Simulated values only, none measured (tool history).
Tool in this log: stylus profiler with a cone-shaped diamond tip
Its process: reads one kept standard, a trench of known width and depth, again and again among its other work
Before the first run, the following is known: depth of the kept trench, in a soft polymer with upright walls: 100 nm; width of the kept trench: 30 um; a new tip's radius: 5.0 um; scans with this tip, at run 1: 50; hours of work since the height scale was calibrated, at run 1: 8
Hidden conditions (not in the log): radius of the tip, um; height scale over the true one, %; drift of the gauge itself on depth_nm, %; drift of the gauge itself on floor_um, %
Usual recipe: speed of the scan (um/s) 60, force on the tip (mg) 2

| run | day | speed of the scan (um/s) | force on the tip (mg) | scans with this tip | hours of work since the height scale was calibrated | depth of the trench (angstrom) | width of the trench's floor (nm) |
|---|---|---|---|---|---|---|---|
| 1 | 0 | 60 | 2 | 50 | 8 | 1010.1 | 27890 |
| 2 | 0.858 | 33 | 2 | 140 | 22 | 1010 | 27900 |
| 3 | 1.879 | 60 | 4.21 | 246 | 39 | 1015.6 | 27850 |
| 4 | 3.671 | 60 | 4.21 | 432 | 69 | 1015.7 | 27910 |
| 5 | 4.479 | 60 | 4.21 | 516 | 82 | 1015.8 | 27930 |
| 6 | 5.504 | 60 | 4.21 | 623 | 99 | 1016 | 27870 |
| 7 | 6.546 | 85 | 0.94 | 732 | 116 | 1005 | 27750 |
| 8 | 7.733 | 108 | 0.79 | 855 | 136 | 1005.2 | 27610 |
| 9 | 9.217 | 108 | 0.79 | 1009 | 161 | 1005.5 | 27650 |
| 10 | 10.592 | 140 | 1.85 | 1153 | 183 | 1009.3 | 27690 |
| 11 | 12.275 | 23 | 0.97 | 1328 | 211 | 1005.7 | 27890 |
| 12 | 13.112 | 161 | 5.84 | 1415 | 225 | 1018.7 | 27790 |

Below are 5 alternative next runs, each starting from the tool's condition after run 12. Predict each:
| A | 15.033 | 157 | 1.55 | 1615 | 257 | ? | ? |
| B | 15.033 | 163 | 0.87 | 1615 | 257 | ? | ? |
| C | 15.033 | 227 | 2 | 1615 | 257 | ? | ? |
| D | 15.033 | 19 | 2 | 1615 | 257 | ? | ? |
| E | 15.033 | 27 | 0.91 | 1615 | 257 | ? | ? |

| run | depth of the trench (angstrom) | width of the trench's floor (nm) |
|---|---|---|
| A | 1008.6 | 27620 |
| B | 1005.3 | 27490 |
| C | 1010.1 | 27470 |
| D | 1008.4 | 27940 |
| E | 1005 | 27870 |
Had the tool no hidden state, the same runs would have come out as:
| run | depth of the trench (angstrom) | width of the trench's floor (nm) |
|---|---|---|
| A | 1009 | 27660 |
| B | 1005.7 | 27530 |
| C | 1010.5 | 27510 |
| D | 1008.9 | 27990 |
| E | 1005.4 | 27910 |
